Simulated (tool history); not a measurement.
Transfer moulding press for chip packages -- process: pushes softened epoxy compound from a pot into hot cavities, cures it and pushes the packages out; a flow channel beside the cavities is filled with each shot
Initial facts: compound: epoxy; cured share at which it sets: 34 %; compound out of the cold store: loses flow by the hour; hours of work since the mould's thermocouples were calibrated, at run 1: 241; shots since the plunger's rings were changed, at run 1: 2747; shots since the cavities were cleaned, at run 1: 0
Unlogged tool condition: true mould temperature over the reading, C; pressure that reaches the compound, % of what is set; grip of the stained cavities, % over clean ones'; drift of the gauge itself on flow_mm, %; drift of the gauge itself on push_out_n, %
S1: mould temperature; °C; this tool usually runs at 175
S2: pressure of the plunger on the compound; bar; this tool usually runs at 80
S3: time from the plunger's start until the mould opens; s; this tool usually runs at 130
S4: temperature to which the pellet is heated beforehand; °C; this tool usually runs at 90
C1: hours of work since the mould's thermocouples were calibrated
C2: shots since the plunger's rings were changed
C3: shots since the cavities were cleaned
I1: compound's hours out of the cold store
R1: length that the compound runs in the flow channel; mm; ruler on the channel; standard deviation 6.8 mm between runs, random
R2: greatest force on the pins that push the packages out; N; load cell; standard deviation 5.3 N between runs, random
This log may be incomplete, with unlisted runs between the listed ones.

| run | day | S1 | S2 | S3 | S4 | C1 | C2 | C3 | I1 | R1 | R2 |
|---|---|---|---|---|---|---|---|---|---|---|---|
| 1 | 0 | 175 | 80 | 130 | 90 | 241 | 2747 | 0 | 39.2 | 733 | 199 |
| 2 | 2.596 | 175 | 80 | 130 | 90 | 274 | 3229 | 482 | 31.6 | 756 | 373 |
| 3 | 4.9 | 175 | 80 | 130 | 90 | 302 | 3657 | 910 | 28.2 | 753 | 424 |
|  | 5.475 | cavities cleaned with cleaning compound and waxed |
| 4 | 7.2 | 175 | 80 | 130 | 90 | 330 | 4072 | 320 | 8.7 | 818 | 368 |
| 5 | 10.412 | 175 | 80 | 130 | 90 | 370 | 4669 | 917 | 19.8 | 768 | 418 |
|  | 10.883 | cavities cleaned with cleaning compound and waxed |
| 6 | 12.446 | 170 | 80 | 130 | 90 | 394 | 5034 | 290 | 33.6 | 735 | 435 |
| 7 | 14.738 | 175 | 80 | 155 | 90 | 422 | 5460 | 716 | 38.9 | 704 | 363 |
|  | 16.221 | cavities cleaned with cleaning compound and waxed |
| 8 | 17.154 | 175 | 80 | 155 | 90 | 451 | 5896 | 172 | 17.3 | 753 | 244 |
|  | 19.462 | plunger's sealing rings changed |
| 9 | 19.579 | 175 | 80 | 130 | 90 | 480 | 21 | 603 | 20.3 | 848 | 409 |
|  | 21.688 | cavities cleaned with cleaning compound and waxed |
| 10 | 22.8 | 175 | 80 | 130 | 90 | 519 | 608 | 206 | 40.2 | 762 | 304 |
| 11 | 24.946 | 175 | 64.2 | 130 | 90 | 546 | 1006 | 604 | 16 | 751 | 402 |
|  | 27.096 | cavities cleaned with cleaning compound and waxed |
| 12 | 27.454 | 172 | 64.2 | 126 | 90 | 576 | 1460 | 67 | 8.9 | 785 | 313 |
| 13 | 29.6 | 181 | 90.2 | 167 | 90 | 603 | 1859 | 466 | 46.6 | 751 | 313 |
| 14 | 31.338 | 181 | 90.2 | 167 | 90 | 624 | 2181 | 788 | 47.2 | 748 | 331 |
|  | 32.404 | cavities cleaned with cleaning compound and waxed |
| 15 | 33.229 | 181 | 90.2 | 167 | 90 | 647 | 2521 | 154 | 30.6 | 792 | 228 |
| 16 | 35.662 | 175 | 80 | 130 | 95 | 677 | 2972 | 605 | 21.9 | 793 | 413 |
|  | 37.808 | cavities cleaned with cleaning compound and waxed |
| 17 | 37.812 | 175 | 80 | 130 | 95 | 703 | 3360 | 2 | 16.2 | 809 | 192 |
| 18 | 40.221 | 182 | 80 | 130 | 100 | 732 | 3807 | 449 | 16.6 | 774 | 322 |
| 19 | 42.312 | 182 | 80 | 130 | 100 | 758 | 4195 | 837 | 18.5 | 758 | 356 |

The same runs without the tool's hidden state, with the same run-to-run variation:
| run | R1 | R2 |
|---|---|---|
| 1 | 766 | 189 |
| 2 | 795 | 175 |
| 3 | 797 | 186 |
| 4 | 873 | 189 |
| 5 | 828 | 177 |
| 6 | 797 | 227 |
| 7 | 769 | 166 |
| 8 | 830 | 160 |
| 9 | 844 | 183 |
| 10 | 765 | 177 |
| 11 | 759 | 174 |
| 12 | 798 | 231 |
| 13 | 769 | 154 |
| 14 | 770 | 148 |
| 15 | 819 | 154 |
| 16 | 826 | 177 |
| 17 | 848 | 175 |
| 18 | 818 | 162 |
| 19 | 806 | 160 |
